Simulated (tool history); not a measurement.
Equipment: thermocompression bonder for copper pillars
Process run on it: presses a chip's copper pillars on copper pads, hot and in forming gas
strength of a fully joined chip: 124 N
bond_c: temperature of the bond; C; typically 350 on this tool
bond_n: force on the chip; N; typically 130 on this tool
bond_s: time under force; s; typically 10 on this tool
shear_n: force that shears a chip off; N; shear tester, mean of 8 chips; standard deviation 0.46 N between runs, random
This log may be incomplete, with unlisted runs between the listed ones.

run	hour	bond_c	bond_n	bond_s	shear_n
1	0	350	130	10	78.7
2	15	350	130	9	76.2
3	25.2	350	130	9	75.7
4	36.4	350	130	17	90.3
# hour 46.4: forming gas filter changed
5	47.5	350	130	17	92.4
6	58.7	350	130	17	92.7
7	66	350	130	17	91.8
8	76	350	130	17	90.5
9	83.1	350	125	10	78.6
10	96.4	350	125	10	78.4
11	106.3	350	130	10	78.8
12	119.2	350	130	10	78.9
13	132.2	332	93	19	68.1
14	143.1	344	97	19	79
# hour 146.2: heater calibrated with a thermocouple chip
15	153.9	344	97	19	76.3
16	170.2	337	80	29	74.6

What does the tool deliver on the next run?
17	183.6	376	130	10	?

shear_n: 93.8 N
On a tool with no hidden condition, and with the same random variation, this run would have come out at shear_n 101.6 N.
